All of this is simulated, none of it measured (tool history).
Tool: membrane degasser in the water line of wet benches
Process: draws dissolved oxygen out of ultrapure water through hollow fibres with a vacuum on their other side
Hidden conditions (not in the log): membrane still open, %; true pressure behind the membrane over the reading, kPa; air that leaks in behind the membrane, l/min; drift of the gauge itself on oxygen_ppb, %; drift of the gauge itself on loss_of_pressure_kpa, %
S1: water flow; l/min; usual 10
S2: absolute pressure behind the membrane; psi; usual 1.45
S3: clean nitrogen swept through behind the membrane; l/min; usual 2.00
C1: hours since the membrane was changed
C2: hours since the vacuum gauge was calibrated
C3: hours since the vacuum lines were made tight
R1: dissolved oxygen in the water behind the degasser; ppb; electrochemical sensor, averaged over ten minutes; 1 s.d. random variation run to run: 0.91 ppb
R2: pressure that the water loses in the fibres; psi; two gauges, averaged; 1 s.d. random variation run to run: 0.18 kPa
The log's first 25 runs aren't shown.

run	hour	S1	S2	S3	C1	C2	C3	R1	R2
26	2728.7	11	1.83	1.51	5480	1609	1007	165.2	5.075
27	2857.9	12	1.64	1.18	5609	1738	1136	194.0	5.565
28	3013.8	10	1.45	2.52	5765	1894	1292	69.9	4.670
# hour 3032.0: gauge calibrated
29	3148.4	6	1.61	0.80	5899	2028	1427	142.2	2.698
30	3220.4	10	1.45	3.00	5971	2100	1499	60.2	4.532
31	3344.1	10	1.45	3.00	6095	2224	1623	58.7	4.541
32	3417.4	10	1.45	3.00	6168	2297	1696	59.0	4.509
33	3543.6	10	1.45	2.51	6295	2423	1822	70.7	4.528

Forecast each of these 3 alternatives for the next run:
A	3617.9	10	1.19	2.51	6369	2498	1896	?	?
B	3617.9	10	1.45	2.51	6369	2498	1896	?	?
C	3617.9	10	1.03	2.51	6369	2498	1896	?	?

run	R1	R2
A	53.0	4.557
B	70.4	4.487
C	42.5	4.532
Without the tool's unlogged condition, the same runs would have read:
run	R1	R2
A	53.0	4.530
B	70.3	4.460
C	42.5	4.505
